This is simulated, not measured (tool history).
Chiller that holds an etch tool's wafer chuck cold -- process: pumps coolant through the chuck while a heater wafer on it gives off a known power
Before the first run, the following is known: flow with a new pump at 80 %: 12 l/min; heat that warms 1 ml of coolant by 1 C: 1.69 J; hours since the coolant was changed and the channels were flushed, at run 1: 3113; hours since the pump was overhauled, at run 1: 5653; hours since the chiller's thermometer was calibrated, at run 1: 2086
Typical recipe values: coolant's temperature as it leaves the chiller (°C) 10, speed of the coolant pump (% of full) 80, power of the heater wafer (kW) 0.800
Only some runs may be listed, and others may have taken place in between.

run      day  coolant's temperature as it leaves the chiller (°C)  speed of the coolant pump (% of full)  power of the heater wafer (kW)  hours since the coolant was changed and the channels were flushed  hours since the pump was overhauled  hours since the chiller's thermometer was calibrated  chuck's temperature once it has settled (°C)  how much warmer the coolant comes back (C)
  1    0.000                                                   10                                     80                           0.800                                                               3113                                 5653                                                  2086                                          17.3                                        2.35
  2    5.508                                                   10                                     80                           0.800                                                               3245                                 5785                                                  2218                                          17.4                                        2.35
  3   10.408                                                   10                                     93                           0.800                                                               3362                                 5903                                                  2336                                          16.5                                        2.06
  4   14.450                                                   10                                     93                           0.800                                                               3459                                 6000                                                  2433                                          16.4                                        2.05
  5   20.933                                                   10                                     93                           0.800                                                               3615                                 6155                                                  2589                                          16.6                                        2.07
  6   26.200                                                   10                                     80                           0.800                                                               3742                                 6282                                                  2715                                          17.5                                        2.43
  7   30.438                                                   10                                     80                           0.800                                                               3843                                 6383                                                  2817                                          17.2                                        2.42
  8   36.071                                                   10                                     80                           0.800                                                               3978                                 6519                                                  2952                                          17.4                                        2.44
  9   43.279                                                   10                                     80                           0.800                                                               4151                                 6692                                                  3125                                          17.2                                        2.50
 10   48.604                                                   10                                     76                           0.800                                                               4279                                 6819                                                  3253                                          17.4                                        2.64
 11   55.333                                                   10                                     76                           1.157                                                               4441                                 6981                                                  3414                                          21.0                                        3.78
 12   60.421                                                   10                                     76                           1.157                                                               4563                                 7103                                                  3536                                          21.0                                        3.74
 13   64.721                                                   10                                     80                           0.611                                                               4666                                 7206                                                  3639                                          15.7                                        1.96
 14   68.162                                                   10                                     80                           0.611                                                               4749                                 7289                                                  3722                                          15.7                                        2.00
 15   76.479                                                   10                                     80                           0.611                                                               4948                                 7488                                                  3922                                          15.6                                        2.02
 16   79.942                                                   10                                     80                           0.611                                                               5031                                 7572                                                  4005                                          15.6                                        2.06
 17   85.029                                                   10                                     74                           0.800                                                               5153                                 7694                                                  4127                                          17.9                                        2.81
      91.196  -- chiller's thermometer calibrated
 18   91.196                                                   10                                     80                           1.131                                                               5300                                 7841                                                     0                                          20.4                                        3.56
 19   97.521                                                   10                                     80                           1.131                                                               5452                                 7992                                                   152                                          20.4                                        3.62
 20  102.708                                                   10                                     80                           1.131                                                               5577                                 8117                                                   276                                          20.5                                        3.64
 21  107.879                                                   10                                     90                           1.131                                                               5701                                 8241                                                   400                                          19.6                                        3.30
 22  112.262                                                   10                                     90                           1.131                                                               5806                                 8346                                                   506                                          19.3                                        3.26
 23  115.729                                                   10                                     90                           1.131                                                               5889                                 8429                                                   589                                          19.6                                        3.25
     116.583  -- coolant changed, channels flushed
 24  121.296                                                   10                                     72                           1.131                                                                113                                 8557                                                   716                                          21.1                                        4.14
 25  125.600                                                   15                                     94                           0.915                                                                216                                 8660                                                   820                                          22.7                                        2.60
 26  134.008                                                   20                                     76                           0.915                                                                418                                 8862                                                  1022                                          28.6                                        3.26
     140.804  -- gauge calibrated
 27  141.046                                                   10                                     67                           0.915                                                                587                                 9031                                                  1190                                          19.6                                        3.33
 28  145.017                                                    8                                     85                           0.814                                                                682                                 9126                                                  1286                                          15.0                                        2.25
     151.179  -- coolant pump overhauled
 29  152.100                                                    7                                     70                           0.796                                                                847                                   22                                                  1451                                          15.1                                        2.75
 30  156.454                                                    7                                     70                           0.796                                                                952                                  127                                                  1555                                          15.3                                        2.75
 31  163.462                                                   10                                     73                           0.800                                                               1120                                  295                                                  1723                                          17.9                                        2.70

Subtracting, for every run, the result it would have given without the tool's unlogged condition from the measured result gives the following. The same run-to-run variation enters both numbers; the gauge's scatter may not:
Hidden state at play: heat passed by the chuck's channels, % of clean ones'; flow at a given pump speed, % of a new pump's; coolant's true temperature over the reading, C; drift of the gauge itself on chuck_c, C; drift of the gauge itself on warmer_back_c, C.
run  how much warmer the coolant comes back (C)
  1                                       +0.00
  2                                       +0.02
  3                                       +0.03
  4                                       +0.05
  5                                       +0.06
  6                                       +0.08
  7                                       +0.09
  8                                       +0.11
  9                                       +0.13
 10                                       +0.14
 11                                       +0.16
 12                                       +0.18
 13                                       +0.18
 14                                       +0.19
 15                                       +0.22
 16                                       +0.23
 17                                       +0.25
 18                                       +0.26
 19                                       +0.28
 20                                       +0.30
 21                                       +0.31
 22                                       +0.32
 23                                       +0.33
 24                                       +0.35
 25                                       +0.35
 26                                       +0.38
 27                                       +0.01
 28                                       +0.02
 29                                       +0.03
 30                                       +0.04
 31                                       +0.06
chuck's temperature once it has settled (°C) without the hidden state stays within 0.1 of what was measured, in all runs.
